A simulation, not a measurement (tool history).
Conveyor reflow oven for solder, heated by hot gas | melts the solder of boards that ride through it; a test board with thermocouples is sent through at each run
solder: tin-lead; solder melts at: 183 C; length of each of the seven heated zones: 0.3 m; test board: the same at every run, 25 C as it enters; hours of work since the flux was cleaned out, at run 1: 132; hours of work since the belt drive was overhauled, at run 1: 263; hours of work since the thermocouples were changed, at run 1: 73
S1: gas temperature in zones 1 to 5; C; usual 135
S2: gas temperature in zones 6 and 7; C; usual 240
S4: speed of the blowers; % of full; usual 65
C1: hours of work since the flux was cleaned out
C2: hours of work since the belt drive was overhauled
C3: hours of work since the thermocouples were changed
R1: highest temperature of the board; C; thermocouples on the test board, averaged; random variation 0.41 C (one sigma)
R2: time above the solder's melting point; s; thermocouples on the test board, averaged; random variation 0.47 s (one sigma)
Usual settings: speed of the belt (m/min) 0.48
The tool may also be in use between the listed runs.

Run 1, hour 0: usual settings; C1 132; C2 263; C3 73. Result: R1 217 C, R2 53.5 s.
Run 2, hour 29.6: usual settings; C1 148; C2 279; C3 89. Result: R1 216.2 C, R2 53.7 s.
Run 3, hour 54.9: usual settings but speed of the belt (m/min) 0.413; C1 162; C2 293; C3 103. Result: R1 221.9 C, R2 67.2 s.
Run 4, hour 70: usual settings but S4 71 % of full; C1 170; C2 301; C3 111. Result: R1 217.5 C, R2 54.3 s.
Run 5, hour 90.9: usual settings but S4 71 % of full; C1 181; C2 313; C3 122. Result: R1 218 C, R2 54.6 s.
Run 6, hour 113.2: usual settings but S4 71 % of full; C1 193; C2 325; C3 134. Result: R1 218 C, R2 54.7 s.
Run 7, hour 136: usual settings but S4 71 % of full; C1 206; C2 337; C3 147. Result: R1 218.4 C, R2 54.4 s.
Run 8, hour 163.8: usual settings but S2 251 C; C1 221; C2 352; C3 162. Result: R1 225.5 C, R2 59.8 s.
Run 9, hour 188.7: usual settings but S2 251 C; C1 234; C2 366; C3 175. Result: R1 226 C, R2 60 s.
Run 10, hour 212.5: usual settings but S2 251 C; C1 247; C2 379; C3 188. Result: R1 225.7 C, R2 58.9 s.
Run 11, hour 239.3: usual settings but S2 251 C; C1 262; C2 393; C3 203. Result: R1 225.1 C, R2 60.1 s.
At hour 266: flux residue cleaned out of gas plates and filters.
Run 12, hour 268.6: usual settings but S2 251 C; C1 1; C2 406; C3 216. Result: R1 226.4 C, R2 60.2 s.
Run 13, hour 289.5: usual settings but S2 251 C; C1 13; C2 418; C3 227. Result: R1 225.7 C, R2 60.5 s.
Run 14, hour 314.1: usual settings but S2 251 C; C1 26; C2 431; C3 241. Result: R1 225.3 C, R2 60.5 s.
Run 15, hour 342.8: usual settings but S2 251 C; C1 42; C2 447; C3 256. Result: R1 226.2 C, R2 59.7 s.
Run 16, hour 372.9: usual settings but S2 251 C; C1 58; C2 463; C3 273. Result: R1 225.5 C, R2 60.2 s.
Run 17, hour 402.3: usual settings but S1 141 C, S2 236 C, speed of the belt (m/min) 0.433, S4 86 % of full; C1 74; C2 479; C3 289. Result: R1 221.9 C, R2 66.2 s.
Run 18, hour 415.6: usual settings but S1 129 C, S2 234 C, speed of the belt (m/min) 0.444, S4 86 % of full; C1 81; C2 486; C3 296. Result: R1 217.7 C, R2 58.3 s.
Run 19, hour 435.5: usual settings but S1 121 C, S2 234 C, speed of the belt (m/min) 0.574, S4 86 % of full; C1 92; C2 497; C3 307. Result: R1 206 C, R2 31.7 s.
Run 20, hour 450.4: usual settings but S1 121 C, S2 234 C, speed of the belt (m/min) 0.574, S4 86 % of full; C1 100; C2 505; C3 315. Result: R1 205.7 C, R2 32.3 s.
Run 21, hour 464.4: usual settings but S1 121 C, S2 234 C, speed of the belt (m/min) 0.574, S4 86 % of full; C1 108; C2 513; C3 322. Result: R1 206.3 C, R2 33 s.
Run 22, hour 492.6: usual settings but S1 129 C, S2 228 C; C1 123; C2 528; C3 338. Result: R1 205.2 C, R2 40.5 s.
Run 23, hour 512.9: usual settings but S1 129 C, S2 228 C, speed of the belt (m/min) 0.534; C1 134; C2 539; C3 349. Result: R1 201.4 C, R2 30.7 s.
Run 24, hour 534: usual settings but S1 137 C, speed of the belt (m/min) 0.414; C1 145; C2 551; C3 360. Result: R1 221.9 C, R2 68 s.
Run 25, hour 561.1: usual settings but S2 239 C, speed of the belt (m/min) 0.457, S4 83 % of full; C1 160; C2 565; C3 375. Result: R1 221.4 C, R2 60.6 s.
Run 26, hour 578.8: usual settings but S2 237 C, speed of the belt (m/min) 0.382; C1 170; C2 575; C3 384. Result: R1 222 C, R2 73.9 s.
Run 27, hour 606.7: usual settings but S1 130 C, S2 248 C, speed of the belt (m/min) 0.513; C1 185; C2 590; C3 399. Result: R1 219 C, R2 49.8 s.
Run 28, hour 634.8: usual settings but S1 130 C, S2 248 C, speed of the belt (m/min) 0.513; C1 200; C2 605; C3 415. Result: R1 218.7 C, R2 50.6 s.

The next listed run, before its measurement:
Run 29, hour 658.2: usual settings but S1 134 C, S2 244 C, S4 63 % of full; C1 213; C2 618; C3 427. Result: R1 ?, R2 ?.

{"run 29": {"R1": 219.3, "R2": 54.1}}
Without the tool's hidden state the same run would have given R1 219.3 C, R2 54.1 s.

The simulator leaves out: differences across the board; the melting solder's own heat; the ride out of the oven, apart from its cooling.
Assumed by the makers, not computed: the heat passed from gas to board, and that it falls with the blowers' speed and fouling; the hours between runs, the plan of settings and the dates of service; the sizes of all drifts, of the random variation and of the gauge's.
